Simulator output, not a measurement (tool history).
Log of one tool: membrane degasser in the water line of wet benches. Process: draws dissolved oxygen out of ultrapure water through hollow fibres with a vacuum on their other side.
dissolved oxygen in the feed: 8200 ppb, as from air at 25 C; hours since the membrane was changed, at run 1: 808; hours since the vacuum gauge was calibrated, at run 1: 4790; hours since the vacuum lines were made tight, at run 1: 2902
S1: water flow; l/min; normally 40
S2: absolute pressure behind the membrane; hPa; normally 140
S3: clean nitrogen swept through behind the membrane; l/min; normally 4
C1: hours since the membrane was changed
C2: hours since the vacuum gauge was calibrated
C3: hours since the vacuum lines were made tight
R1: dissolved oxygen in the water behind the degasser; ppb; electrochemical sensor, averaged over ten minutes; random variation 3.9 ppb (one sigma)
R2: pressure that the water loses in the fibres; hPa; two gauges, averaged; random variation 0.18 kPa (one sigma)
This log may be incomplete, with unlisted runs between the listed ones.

Run 1, hour 0: usual settings; C1 808; C2 4790; C3 2902. Result: R1 403.1 ppb, R2 314.7 hPa.
Run 2, hour 141.6: usual settings; C1 950; C2 4931; C3 3043. Result: R1 400.3 ppb, R2 313.8 hPa.
Run 3, hour 247.7: usual settings; C1 1056; C2 5037; C3 3149. Result: R1 394.1 ppb, R2 317.2 hPa.
Run 4, hour 329.9: usual settings; C1 1138; C2 5120; C3 3231. Result: R1 403.2 ppb, R2 317.1 hPa.
Run 5, hour 442.1: usual settings but S2 203 hPa; C1 1250; C2 5232; C3 3344. Result: R1 529.7 ppb, R2 321.5 hPa.
Run 6, hour 512.8: usual settings but S2 137 hPa; C1 1321; C2 5302; C3 3414. Result: R1 400.1 ppb, R2 315.1 hPa.
Run 7, hour 640.9: usual settings but S2 137 hPa; C1 1449; C2 5431; C3 3542. Result: R1 393.8 ppb, R2 315.4 hPa.
Run 8, hour 707.7: usual settings but S2 137 hPa; C1 1516; C2 5497; C3 3609. Result: R1 399 ppb, R2 316.6 hPa.
Run 9, hour 790.4: usual settings but S2 137 hPa; C1 1599; C2 5580; C3 3692. Result: R1 393.1 ppb, R2 314.1 hPa.
Run 10, hour 917.7: usual settings but S2 137 hPa; C1 1726; C2 5707; C3 3819. Result: R1 399 ppb, R2 319 hPa.
Run 11, hour 1024.6: usual settings but S2 137 hPa; C1 1833; C2 5814; C3 3926. Result: R1 393.3 ppb, R2 315.1 hPa.
Run 12, hour 1146.6: usual settings; C1 1955; C2 5936; C3 4048. Result: R1 407.2 ppb, R2 319 hPa.
Run 13, hour 1282.2: usual settings but S3 1.8 l/min; C1 2091; C2 6072; C3 4184. Result: R1 656.7 ppb, R2 318.8 hPa.
Run 14, hour 1385.4: usual settings but S3 1.8 l/min; C1 2194; C2 6175; C3 4287. Result: R1 649.2 ppb, R2 318.6 hPa.
Run 15, hour 1451.7: usual settings but S1 27 l/min, S3 1.8 l/min; C1 2260; C2 6241; C3 4353. Result: R1 431 ppb, R2 214.8 hPa.
Run 16, hour 1525.2: usual settings but S1 27 l/min, S3 1.8 l/min; C1 2334; C2 6315; C3 4427. Result: R1 420.6 ppb, R2 215.9 hPa.
Run 17, hour 1647.8: usual settings but S1 27 l/min, S3 1.8 l/min; C1 2456; C2 6437; C3 4549. Result: R1 421.5 ppb, R2 217 hPa.
Run 18, hour 1783.5: usual settings but S1 39 l/min, S2 214 hPa, S3 1.77 l/min; C1 2592; C2 6573; C3 4685. Result: R1 949.5 ppb, R2 312.8 hPa.
Run 19, hour 1859: usual settings but S1 39 l/min, S2 311 hPa; C1 2667; C2 6649; C3 4760. Result: R1 748 ppb, R2 314.1 hPa.

What does the tool deliver on the next run?
Run 20, hour 1978.3: usual settings but S1 39 l/min, S2 311 hPa; C1 2787; C2 6768; C3 4880. Result: R1 ?, R2 ?.

Run 20 produced R1 743 ppb, R2 314.5 hPa.
The same run, on a tool lacking any hidden state, would have yielded R1 717.4 ppb, R2 306.9 hPa.
